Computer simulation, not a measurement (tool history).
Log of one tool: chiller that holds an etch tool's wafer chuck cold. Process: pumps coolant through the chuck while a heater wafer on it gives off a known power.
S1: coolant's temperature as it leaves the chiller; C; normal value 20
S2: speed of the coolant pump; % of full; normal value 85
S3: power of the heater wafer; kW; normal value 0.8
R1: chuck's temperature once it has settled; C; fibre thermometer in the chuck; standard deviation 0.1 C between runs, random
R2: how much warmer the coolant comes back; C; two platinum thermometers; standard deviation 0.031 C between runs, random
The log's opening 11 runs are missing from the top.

| run | hour | S1 | S2 | S3 | R1 | R2 |
|---|---|---|---|---|---|---|
|  | 845.2 | chiller's thermometer calibrated, once more |
| 12 | 850.6 | 30 | 85 | 0.8 | 39.1 | 3.13 |
| 13 | 919.3 | 20 | 85 | 0.981 | 31.2 | 3.81 |
| 14 | 1002 | 20 | 85 | 0.8 | 29.1 | 3.09 |
| 15 | 1065.6 | 20 | 85 | 0.8 | 29 | 3.11 |
| 16 | 1152.9 | 20 | 85 | 0.8 | 29.1 | 3.11 |
| 17 | 1222.5 | 20 | 91 | 0.8 | 28.7 | 2.88 |
| 18 | 1289.5 | 16 | 85 | 0.94 | 26.7 | 3.66 |
| 19 | 1342.4 | 16 | 85 | 0.94 | 26.7 | 3.63 |
| 20 | 1420.5 | 16 | 85 | 0.94 | 26.8 | 3.59 |
| 21 | 1471.9 | 16 | 85 | 0.94 | 26.9 | 3.64 |
| 22 | 1549.6 | 12 | 61 | 0.723 | 22.7 | 4.08 |
| 23 | 1608.2 | 20 | 70 | 0.615 | 28.4 | 3.03 |
| 24 | 1714.8 | 11 | 73 | 0.8 | 21.6 | 3.73 |
| 25 | 1804.2 | 13 | 73 | 0.688 | 22.1 | 3.17 |
| 26 | 1851.2 | 24 | 96 | 0.905 | 33.7 | 3.08 |
| 27 | 1903.3 | 24 | 96 | 0.687 | 31.6 | 2.35 |
| 28 | 1994.1 | 22 | 68 | 1.107 | 37.3 | 5.54 |
| 29 | 2055.2 | 22 | 66 | 0.502 | 29.2 | 2.58 |
| 30 | 2108 | 22 | 66 | 0.502 | 29.2 | 2.55 |
| 31 | 2165.8 | 11 | 73 | 0.8 | 21.6 | 3.71 |

3 options for the next run, each taken on its own from the tool as it stands now. Forecast them:
| A | 2213.5 | 10 | 69 | 0.403 | ? | ? |
| B | 2213.5 | 11 | 73 | 0.448 | ? | ? |
| C | 2213.5 | 11 | 73 | 0.764 | ? | ? |

| run | R1 | R2 |
|---|---|---|
| A | 15.8 | 1.98 |
| B | 17.1 | 2.01 |
| C | 21.1 | 3.54 |
The same runs, with their run-to-run variation unchanged, on a tool lacking any hidden condition would have given:
| run | R1 | R2 |
|---|---|---|
| A | 14.9 | 1.91 |
| B | 16.2 | 1.94 |
| C | 19.7 | 3.43 |
